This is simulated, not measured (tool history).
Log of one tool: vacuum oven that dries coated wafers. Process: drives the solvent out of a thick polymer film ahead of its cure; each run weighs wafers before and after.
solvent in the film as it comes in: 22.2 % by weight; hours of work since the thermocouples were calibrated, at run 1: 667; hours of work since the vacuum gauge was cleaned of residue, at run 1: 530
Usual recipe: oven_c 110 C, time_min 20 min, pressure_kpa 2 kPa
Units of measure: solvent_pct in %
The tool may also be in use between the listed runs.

run     day  oven_c  time_min  pressure_kpa  hours of work since the thermocouples were calibrated  hours of work since the vacuum gauge was cleaned of residue  solvent_pct
  1       0     110        20             2                                                    667                                                          530          4.3
  2   1.408     110        20             2                                                    688                                                          550         4.29
  3   2.417     110        20             2                                                    702                                                          565         4.29
  4   3.567     110        21             2                                                    719                                                          581         4.19
  5   4.238     118        20             2                                                    728                                                          591         2.36
  6   5.254     110        20             2                                                    743                                                          606         4.45
  7   6.329     110        20             2                                                    759                                                          621         4.39
  8   7.667     110        14             2                                                    778                                                          641          6.1
  9    8.45     110        20             2                                                    789                                                          652         4.27
 10   9.733      97        20             2                                                    808                                                          670         9.39
 11  10.783     110        13             2                                                    823                                                          686         6.47
 12  11.654     110        13             2                                                    836                                                          698         6.59
 13  12.588     110        13             2                                                    849                                                          712         6.47
 14  13.721     110        20             2                                                    866                                                          728         4.57
 15  14.696     110        28             2                                                    880                                                          742         3.45
 16  15.971      99        28             2                                                    898                                                          761         6.89
 17  17.229     110        20             2                                                    916                                                          779         4.38
 18  18.283     110        20             2                                                    931                                                          794         4.52
 19  19.292     110        20             2                                                    946                                                          809         4.59
 20  20.192     110        20             2                                                    959                                                          822         4.51
 21  20.812     110        13             2                                                    968                                                          831         6.84
 22  21.762     110        13             2                                                    982                                                          844         6.71
 23  23.138     110        20          1.72                                                   1002                                                          864         4.26
 24  24.183      96        20             2                                                   1017                                                          879        10.17
 25  25.412      96        20             2                                                   1034                                                          897        10.39
 26  26.108      96        20             2                                                   1045                                                          907        10.43
 27  27.138      96        20             2                                                   1059                                                          922        10.42
 28  28.162     109        17             2                                                   1074                                                          937         5.76
 29  29.238     109        24             2                                                   1090                                                          952         4.16
 30  29.929     109        24          4.71                                                   1100                                                          962         7.28
 31  31.246     109        24          4.71                                                   1119                                                          981         7.32
 32    32.2     111        27          6.58                                                   1133                                                          995         8.03

Run 33 comes next. What will it give?
 33  33.171     104        27           1.3                                                   1147                                                         1009            ?

solvent_pct: 4.77 %
Had the tool carried no hidden state, the very same run would have given solvent_pct 3.56 %.
